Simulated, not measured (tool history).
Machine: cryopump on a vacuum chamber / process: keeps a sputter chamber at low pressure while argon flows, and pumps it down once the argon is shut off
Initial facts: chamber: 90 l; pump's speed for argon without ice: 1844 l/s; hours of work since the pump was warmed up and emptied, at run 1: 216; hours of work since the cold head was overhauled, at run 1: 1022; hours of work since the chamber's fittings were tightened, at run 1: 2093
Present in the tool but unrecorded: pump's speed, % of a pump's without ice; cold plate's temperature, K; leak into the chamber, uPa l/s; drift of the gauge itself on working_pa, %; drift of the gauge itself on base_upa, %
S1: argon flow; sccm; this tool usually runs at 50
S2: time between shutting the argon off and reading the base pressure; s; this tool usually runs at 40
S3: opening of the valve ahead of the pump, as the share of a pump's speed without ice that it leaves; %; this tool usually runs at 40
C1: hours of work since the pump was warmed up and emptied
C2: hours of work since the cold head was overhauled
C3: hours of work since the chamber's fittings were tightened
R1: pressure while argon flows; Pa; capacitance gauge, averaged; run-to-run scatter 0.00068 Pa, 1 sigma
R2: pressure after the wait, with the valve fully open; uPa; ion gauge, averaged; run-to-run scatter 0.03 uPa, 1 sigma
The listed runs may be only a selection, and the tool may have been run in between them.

run 1 hour=0 | S1=50 S2=40 S3=40 | C1=216 C2=1022 C3=2093 | R1=0.1187 R2=2.92
run 2 hour=69.9 | S1=50 S2=40 S3=40 | C1=249 C2=1056 C3=2127 | R1=0.1196 R2=2.84
run 3 hour=154.6 | S1=50 S2=40 S3=40 | C1=290 C2=1096 C3=2167 | R1=0.1199 R2=2.93
run 4 hour=216.1 | S1=50 S2=40 S3=40 | C1=319 C2=1125 C3=2196 | R1=0.1203 R2=3.03
run 5 hour=274.4 | S1=50 S2=40 S3=40 | C1=347 C2=1153 C3=2224 | R1=0.1211 R2=3.01
run 6 hour=351.2 | S1=31 S2=40 S3=40 | C1=383 C2=1190 C3=2261 | R1=0.0761 R2=3.07
run 7 hour=398.7 | S1=31 S2=40 S3=40 | C1=406 C2=1213 C3=2284 | R1=0.0773 R2=3.1
run 8 hour=472.1 | S1=31 S2=40 S3=40 | C1=441 C2=1248 C3=2319 | R1=0.0754 R2=3.16
run 9 hour=510 | S1=50 S2=40 S3=33 | C1=459 C2=1266 C3=2337 | R1=0.1474 R2=3.19
run 10 hour=550.4 | S1=50 S2=40 S3=17 | C1=478 C2=1285 C3=2356 | R1=0.2825 R2=3.21
run 11 hour=592.2 | S1=50 S2=38 S3=17 | C1=498 C2=1305 C3=2376 | R1=0.2791 R2=3.28
run 12 hour=673 | S1=50 S2=40 S3=40 | C1=537 C2=1343 C3=2414 | R1=0.1265 R2=3.27
run 13 hour=724.4 | S1=44 S2=40 S3=40 | C1=561 C2=1368 C3=2439 | R1=0.1116 R2=3.45
run 14 hour=812.1 | S1=44 S2=40 S3=40 | C1=603 C2=1410 C3=2481 | R1=0.1144 R2=3.42
run 15 hour=894.1 | S1=67 S2=40 S3=40 | C1=642 C2=1449 C3=2520 | R1=0.1729 R2=3.4
run 16 hour=936.1 | S1=41 S2=40 S3=40 | C1=662 C2=1469 C3=2540 | R1=0.1049 R2=3.45
run 17 hour=980.4 | S1=41 S2=40 S3=40 | C1=683 C2=1490 C3=2561 | R1=0.1057 R2=3.48
run 18 hour=1036.2 | S1=58 S2=40 S3=19 | C1=710 C2=1517 C3=2588 | R1=0.298 R2=3.56
run 19 hour=1107 | S1=24 S2=32 S3=16 | C1=744 C2=1550 C3=2621 | R1=0.145 R2=3.93
run 20 hour=1193.9 | S1=24 S2=32 S3=16 | C1=785 C2=1592 C3=2663 | R1=0.1467 R2=4.03
-- hour=1212.3 pump warmed up, emptied and cooled again
run 21 hour=1267.1 | S1=53 S2=232 S3=16 | C1=26 C2=1624 C3=2695 | R1=0.3081 R2=1.95
run 22 hour=1333.4 | S1=23 S2=205 S3=17 | C1=58 C2=1656 C3=2727 | R1=0.1253 R2=2.05
run 23 hour=1411.3 | S1=36 S2=43 S3=52 | C1=95 C2=1693 C3=2764 | R1=0.0648 R2=3.03
run 24 hour=1480.6 | S1=43 S2=138 S3=22 | C1=128 C2=1726 C3=2797 | R1=0.1823 R2=2.25
run 25 hour=1563.4 | S1=59 S2=134 S3=40 | C1=167 C2=1766 C3=2837 | R1=0.1401 R2=2.26
run 26 hour=1639.7 | S1=59 S2=134 S3=40 | C1=204 C2=1802 C3=2873 | R1=0.1405 R2=2.38
run 27 hour=1688 | S1=55 S2=227 S3=22 | C1=227 C2=1825 C3=2896 | R1=0.2362 R2=2.22
run 28 hour=1762.3 | S1=88 S2=30 S3=40 | C1=262 C2=1861 C3=2932 | R1=0.21 R2=3.85
run 29 hour=1833.5 | S1=88 S2=30 S3=40 | C1=296 C2=1895 C3=2966 | R1=0.2129 R2=3.89
run 30 hour=1908.2 | S1=94 S2=85 S3=24 | C1=332 C2=1930 C3=3001 | R1=0.3703 R2=2.8
run 31 hour=1968.5 | S1=94 S2=85 S3=24 | C1=361 C2=1959 C3=3030 | R1=0.3743 R2=2.79
run 32 hour=2037.2 | S1=40 S2=203 S3=52 | C1=393 C2=1992 C3=3063 | R1=0.0779 R2=2.48
run 33 hour=2082 | S1=40 S2=203 S3=52 | C1=415 C2=2013 C3=3084 | R1=0.0765 R2=2.52
run 34 hour=2154.3 | S1=93 S2=40 S3=21 | C1=449 C2=2048 C3=3119 | R1=0.4235 R2=3.59

4 options for the next run, each taken on its own from the tool as it stands now. Forecast them:
-- hour=2229.5 leaking fittings of the chamber tightened, without venting
run A hour=2232.9 | S1=27 S2=40 S3=18 | C1=486 C2=2084 C3=2 | R1=? R2=?
-- hour=2229.5 leaking fittings of the chamber tightened, without venting
run B hour=2232.9 | S1=93 S2=40 S3=48 | C1=486 C2=2084 C3=2 | R1=? R2=?
-- hour=2229.5 leaking fittings of the chamber tightened, without venting
run C hour=2232.9 | S1=21 S2=40 S3=40 | C1=486 C2=2084 C3=2 | R1=? R2=?
-- hour=2229.5 leaking fittings of the chamber tightened, without venting
run D hour=2232.9 | S1=95 S2=40 S3=21 | C1=486 C2=2084 C3=2 | R1=? R2=?

run=A R1=0.1431 R2=1.66
run=B R1=0.1977 R2=1.53
run=C R1=0.0531 R2=1.59
run=D R1=0.4358 R2=1.61
The same runs, with their run-to-run variation unchanged, on a tool lacking any hidden condition would have given:
run=A R1=0.1375 R2=1.6
run=B R1=0.1781 R2=1.47
run=C R1=0.0487 R2=1.53
run=D R1=0.4158 R2=1.54
